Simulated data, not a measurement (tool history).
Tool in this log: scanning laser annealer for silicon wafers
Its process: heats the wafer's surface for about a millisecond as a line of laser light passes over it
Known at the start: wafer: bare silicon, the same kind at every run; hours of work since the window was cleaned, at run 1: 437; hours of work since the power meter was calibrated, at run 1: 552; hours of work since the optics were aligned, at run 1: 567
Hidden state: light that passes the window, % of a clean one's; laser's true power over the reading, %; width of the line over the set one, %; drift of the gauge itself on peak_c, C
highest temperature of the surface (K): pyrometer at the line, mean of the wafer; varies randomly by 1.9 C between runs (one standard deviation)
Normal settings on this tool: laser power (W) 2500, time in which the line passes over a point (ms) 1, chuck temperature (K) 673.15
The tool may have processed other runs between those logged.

run    hour  laser power (W)  time in which the line passes over a point (ms)  chuck temperature (K)  hours of work since the window was cleaned  hours of work since the power meter was calibrated  hours of work since the optics were aligned  highest temperature of the surface (K)
  1       0             2500                                                1                 673.15                                         437                                                 552                                          567                                 1454.15
       13.3  -- window over the wafer cleaned
  2    20.9             2500                                                1                 673.15                                           3                                                 559                                          574                                 1505.15
  3    53.7             2500                                                1                 673.15                                          16                                                 572                                          587                                 1505.15
  4      75             2500                                                1                 673.15                                          25                                                 581                                          596                                 1501.15
  5   100.2             2500                                                1                 673.15                                          35                                                 591                                          606                                 1498.15
  6     136             2500                                                1                 650.15                                          49                                                 606                                          620                                 1475.15
  7   159.7             2500                                                1                 650.15                                          59                                                 615                                          630                                 1474.15
  8   183.1             2500                                                1                 650.15                                          68                                                 624                                          639                                 1472.15
  9   218.5             2500                                                1                 673.15                                          82                                                 639                                          654                                 1490.15
 10   252.4             2500                                                1                 673.15                                          96                                                 652                                          667                                 1491.15
 11     270             2333                                                1                 673.15                                         103                                                 659                                          674                                 1427.15
 12   286.5             2333                                                1                 673.15                                         110                                                 666                                          681                                 1429.15
 13   304.6             2500                                                1                 667.15                                         117                                                 673                                          688                                 1486.15
 14     344             2500                                                1                 667.15                                         133                                                 689                                          704                                 1480.15
 15   376.3             2500                                                1                 667.15                                         146                                                 702                                          717                                 1479.15
 16   413.6             2500                                                1                 667.15                                         161                                                 717                                          732                                 1480.15
 17   431.5             2500                                                1                 667.15                                         168                                                 724                                          739                                 1476.15
 18   468.2             2517                                                1                 667.15                                         183                                                 739                                          754                                 1480.15
 19   485.3             2517                                                1                 667.15                                         190                                                 746                                          761                                 1482.15
 20   511.7             2517                                                1                 667.15                                         200                                                 756                                          771                                 1481.15
 21   548.9             2517                                                1                 667.15                                         215                                                 771                                          786                                 1480.15
 22   583.8             2517                                                1                 667.15                                         229                                                 785                                          800                                 1475.15
 23   606.2             2438                                                1                 673.15                                         238                                                 794                                          809                                 1454.15
 24   624.6             2500                                             1.17                 673.15                                         245                                                 802                                          817                                 1552.15
 25   663.1             2500                                             1.17                 673.15                                         261                                                 817                                          832                                 1551.15
 26   681.4             2616                                             1.17                 673.15                                         268                                                 825                                          839                                 1596.15
 27   702.2             2481                                             1.07                 673.15                                         277                                                 833                                          848                                 1496.15
 28   732.9             2481                                             1.07                 673.15                                         289                                                 845                                          860                                 1494.15
 29   749.2             2254                                             1.23                 673.15                                         296                                                 852                                          867                                 1471.15
 30   782.4             2346                                             0.73                 695.15                                         309                                                 865                                          880                                 1307.15
 31   819.7             2360                                                1                 685.15                                         324                                                 880                                          895                                 1427.15
 32   851.8             2621                                             1.01                 673.15                                         337                                                 893                                          908                                 1515.15
 33     887             2621                                             1.01                 673.15                                         351                                                 907                                          922                                 1512.15
 34   908.8             2621                                             1.01                 673.15                                         360                                                 916                                          931                                 1511.15
 35   933.5             2621                                             1.01                 673.15                                         370                                                 926                                          941                                 1507.15
 36     952             2246                                              0.7                 705.15                                         377                                                 933                                          948                                 1262.15
 37   976.1             2246                                             1.04                 668.15                                         387                                                 943                                          958                                 1380.15
 38   999.8             2246                                             0.92                 673.15                                         396                                                 952                                          967                                 1330.15
 39  1034.5             2564                                                1                 705.15                                         410                                                 966                                          981                                 1511.15
 40    1061             2564                                                1                 705.15                                         421                                                 977                                          992                                 1507.15

Predict each of these 3 candidate next runs independently; none follows another, all start after run 40:
  A  1092             2286                                                1                 658.15                                         433                                                 989                                         1004                                       ?
  B  1092             2203                                                1                 673.15                                         433                                                 989                                         1004                                       ?
  C  1092             2652                                             1.18                 648.15                                         433                                                 989                                         1004                                       ?

run  highest temperature of the surface (K)
  A                                 1358.15
  B                                 1344.15
  C                                 1571.15
With no hidden state in the tool, these same runs would have given:
run  highest temperature of the surface (K)
  A                                 1411.15
  B                                 1395.15
  C                                 1641.15
